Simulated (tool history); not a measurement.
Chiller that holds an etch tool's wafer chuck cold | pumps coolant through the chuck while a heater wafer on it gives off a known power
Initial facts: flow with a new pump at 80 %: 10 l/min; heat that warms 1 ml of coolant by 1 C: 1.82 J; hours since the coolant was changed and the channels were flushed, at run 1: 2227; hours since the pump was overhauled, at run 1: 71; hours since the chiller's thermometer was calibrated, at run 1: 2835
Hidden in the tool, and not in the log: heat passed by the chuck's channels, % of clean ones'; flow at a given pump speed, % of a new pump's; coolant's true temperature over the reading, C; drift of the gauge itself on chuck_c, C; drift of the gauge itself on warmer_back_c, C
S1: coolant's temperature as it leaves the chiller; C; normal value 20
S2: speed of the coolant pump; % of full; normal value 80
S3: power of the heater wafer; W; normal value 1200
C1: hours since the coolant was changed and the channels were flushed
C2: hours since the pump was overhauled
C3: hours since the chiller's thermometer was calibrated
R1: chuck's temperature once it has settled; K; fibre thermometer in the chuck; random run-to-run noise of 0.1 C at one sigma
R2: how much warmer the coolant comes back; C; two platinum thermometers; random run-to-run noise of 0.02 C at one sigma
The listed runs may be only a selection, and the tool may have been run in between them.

run   hour  S1  S2    S3    C1   C2    C3      R1    R2
  1    0.0  20  80  1200  2227   71  2835  304.05  3.94
  2   43.7  20  80  1200  2271  114  2878  304.05  3.95
  3   87.9  20  80  1200  2315  159  2922  304.05  3.98
  4  150.3  20  80  1200  2378  221  2985  304.15  3.97
     214.6  -- chiller's thermometer calibrated
  5  214.6  17  80  1200  2441  284     0  300.85  3.99
  6  264.2  20  80  1106  2491  334    50  303.15  3.66
  7  309.5  20  80  1200  2536  379    95  303.75  4.00
  8  350.5  20  80  1200  2577  420   136  303.65  3.99
  9  401.3  20  71  1200  2628  471   187  304.75  4.49
 10  446.7  20  71  1200  2673  517   232  304.75  4.49
 11  527.6  20  71  1200  2754  597   313  304.65  4.53
 12  587.5  22  96  1251  2814  657   373  305.75  3.45
 13  674.0  11  96  1299  2900  744   459  294.95  3.60
 14  721.8  19  80  1240  2948  792   507  303.65  4.17
 15  777.4  20  80   632  3004  847   563  299.15  2.14
 16  824.1  17  85   632  3051  894   609  295.95  1.97
 17  885.7  20  80   727  3112  956   671  299.95  2.42

Forecast run 18:
 18  965.3  29  77  1577  3192  1035  751   ?   ?

{"run 18": {"R1": 317.45, "R2": 5.49}}
Had the tool carried no hidden state, the very same run would have given R1 314.55 K, R2 5.41 C.
